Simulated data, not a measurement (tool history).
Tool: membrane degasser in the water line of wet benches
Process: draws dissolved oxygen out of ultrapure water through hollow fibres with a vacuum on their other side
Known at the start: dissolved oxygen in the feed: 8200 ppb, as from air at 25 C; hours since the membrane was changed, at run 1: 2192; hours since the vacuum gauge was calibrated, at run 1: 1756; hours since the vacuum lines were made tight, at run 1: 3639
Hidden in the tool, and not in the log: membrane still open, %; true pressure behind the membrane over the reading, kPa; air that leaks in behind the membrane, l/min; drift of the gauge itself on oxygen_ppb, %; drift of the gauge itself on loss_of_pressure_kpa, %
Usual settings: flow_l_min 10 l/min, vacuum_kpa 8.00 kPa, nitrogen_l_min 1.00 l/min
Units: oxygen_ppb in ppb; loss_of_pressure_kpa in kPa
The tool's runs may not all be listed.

| run | hour | flow_l_min | vacuum_kpa | nitrogen_l_min | hours since the membrane was changed | hours since the vacuum gauge was calibrated | hours since the vacuum lines were made tight | oxygen_ppb | loss_of_pressure_kpa |
|---|---|---|---|---|---|---|---|---|---|
| 1 | 0.0 | 10 | 8.00 | 1.00 | 2192 | 1756 | 3639 | 138.4 | 38.67 |
| 2 | 168.5 | 10 | 8.00 | 1.00 | 2361 | 1924 | 3808 | 139.6 | 38.54 |
| 3 | 257.5 | 10 | 8.00 | 1.00 | 2450 | 2013 | 3897 | 138.1 | 38.29 |
| 4 | 424.6 | 10 | 8.00 | 1.00 | 2617 | 2181 | 4064 | 140.2 | 38.53 |
| 5 | 584.3 | 10 | 8.00 | 1.00 | 2776 | 2340 | 4224 | 143.8 | 38.45 |
| 6 | 759.2 | 10 | 8.00 | 1.00 | 2951 | 2515 | 4399 | 140.8 | 38.40 |
| 7 | 879.1 | 10 | 8.00 | 0.51 | 3071 | 2635 | 4519 | 233.0 | 38.40 |
| 8 | 987.7 | 10 | 8.00 | 1.00 | 3180 | 2744 | 4627 | 141.5 | 38.53 |
| 9 | 1082.2 | 10 | 8.66 | 1.00 | 3274 | 2838 | 4722 | 153.8 | 38.25 |
| 10 | 1207.9 | 11 | 5.47 | 2.19 | 3400 | 2964 | 4847 | 67.7 | 42.39 |
| 11 | 1283.2 | 11 | 5.47 | 2.19 | 3475 | 3039 | 4923 | 67.1 | 42.04 |
| 12 | 1460.2 | 9 | 6.57 | 2.19 | 3652 | 3216 | 5100 | 53.1 | 34.43 |
| 13 | 1605.6 | 14 | 5.60 | 1.00 | 3798 | 3362 | 5245 | 166.4 | 53.60 |
| 14 | 1696.2 | 14 | 5.60 | 1.00 | 3888 | 3452 | 5336 | 162.7 | 53.99 |
|  | 1736.5 | vacuum gauge calibrated |
| 15 | 1833.0 | 14 | 5.60 | 1.00 | 4025 | 97 | 5472 | 166.5 | 53.82 |
| 16 | 1925.5 | 14 | 5.60 | 1.00 | 4117 | 189 | 5564 | 166.3 | 54.34 |

Forecast run 17:
| 17 | 2084.9 | 14 | 8.88 | 1.57 | 4277 | 348 | 5724 | ? | ? |

{"run 17": {"oxygen_ppb": 206.5, "loss_of_pressure_kpa": 53.73}}
Without the tool's hidden state the same run would have given oxygen_ppb 206.2 ppb, loss_of_pressure_kpa 53.71 kPa.
